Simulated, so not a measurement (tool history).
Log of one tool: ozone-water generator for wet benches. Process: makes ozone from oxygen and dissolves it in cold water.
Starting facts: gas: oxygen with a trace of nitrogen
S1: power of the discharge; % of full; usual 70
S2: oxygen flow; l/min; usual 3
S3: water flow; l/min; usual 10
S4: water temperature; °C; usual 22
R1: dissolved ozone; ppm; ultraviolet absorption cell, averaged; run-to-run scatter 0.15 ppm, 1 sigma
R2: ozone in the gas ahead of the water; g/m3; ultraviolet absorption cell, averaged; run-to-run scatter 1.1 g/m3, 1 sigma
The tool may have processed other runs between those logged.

{"run": 1, "hour": 0.0, "S1": 70, "S2": 3, "S3": 10, "S4": 22, "R1": 18.9, "R2": 199.6}
{"run": 2, "hour": 52.8, "S1": 70, "S2": 3, "S3": 10, "S4": 20, "R1": 19.5, "R2": 200.6}
{"run": 3, "hour": 92.2, "S1": 70, "S2": 3, "S3": 10, "S4": 20, "R1": 19.5, "R2": 199.7}
{"run": 4, "hour": 127.6, "S1": 70, "S2": 3, "S3": 15, "S4": 20, "R1": 14.1, "R2": 199.9}
{"run": 5, "hour": 177.4, "S1": 70, "S2": 3, "S3": 15, "S4": 20, "R1": 14, "R2": 202.9}
{"run": 6, "hour": 238.3, "S1": 70, "S2": 3, "S3": 15, "S4": 20, "R1": 14.1, "R2": 202.8}
{"run": 7, "hour": 313.1, "S1": 70, "S2": 3, "S3": 10, "S4": 18, "R1": 20.1, "R2": 202.1}
{"run": 8, "hour": 352.5, "S1": 70, "S2": 3, "S3": 10, "S4": 18, "R1": 19.9, "R2": 200.5}
{"run": 9, "hour": 420.5, "S1": 70, "S2": 3, "S3": 10, "S4": 22, "R1": 19, "R2": 201.6}
{"run": 10, "hour": 467.6, "S1": 70, "S2": 3, "S3": 10, "S4": 22, "R1": 18.9, "R2": 200.6}
{"run": 11, "hour": 538.0, "S1": 70, "S2": 3, "S3": 10, "S4": 22, "R1": 19, "R2": 203.9}
{"run": 12, "hour": 609.8, "S1": 70, "S2": 4.48, "S3": 10, "S4": 22, "R1": 19.6, "R2": 177.7}
{"run": 13, "hour": 654.1, "S1": 70, "S2": 3, "S3": 10, "S4": 22, "R1": 18.6, "R2": 201}
{"run": 14, "hour": 730.3, "S1": 70, "S2": 3, "S3": 10, "S4": 22, "R1": 19, "R2": 203.9}
{"run": 15, "hour": 795.8, "S1": 70, "S2": 3, "S3": 10, "S4": 22, "R1": 18.9, "R2": 203.2}
{"run": 16, "hour": 837.4, "S1": 70, "S2": 3, "S3": 10, "S4": 25, "R1": 18.1, "R2": 203.1}
{"run": 17, "hour": 888.3, "S1": 70, "S2": 3, "S3": 10, "S4": 25, "R1": 18, "R2": 203.8}
{"run": 18, "hour": 941.6, "S1": 42, "S2": 2.31, "S3": 9, "S4": 26, "R1": 13.6, "R2": 164.5}
{"run": 19, "hour": 998.9, "S1": 42, "S2": 2.31, "S3": 9, "S4": 26, "R1": 13.3, "R2": 163.3}
{"run": 20, "hour": 1061.0, "S1": 67, "S2": 1.81, "S3": 10, "S4": 17, "R1": 17.7, "R2": 237.3}

Expected results for the next run?
{"run": 21, "hour": 1103.1, "S1": 70, "S2": 1.88, "S3": 10, "S4": 22, "R1": "?", "R2": "?"}

{"run 21": {"R1": 17, "R2": 239}}
If the tool had no hidden condition, the same run with the same run-to-run variation would have returned R1 17.1 ppm, R2 235 g/m3.
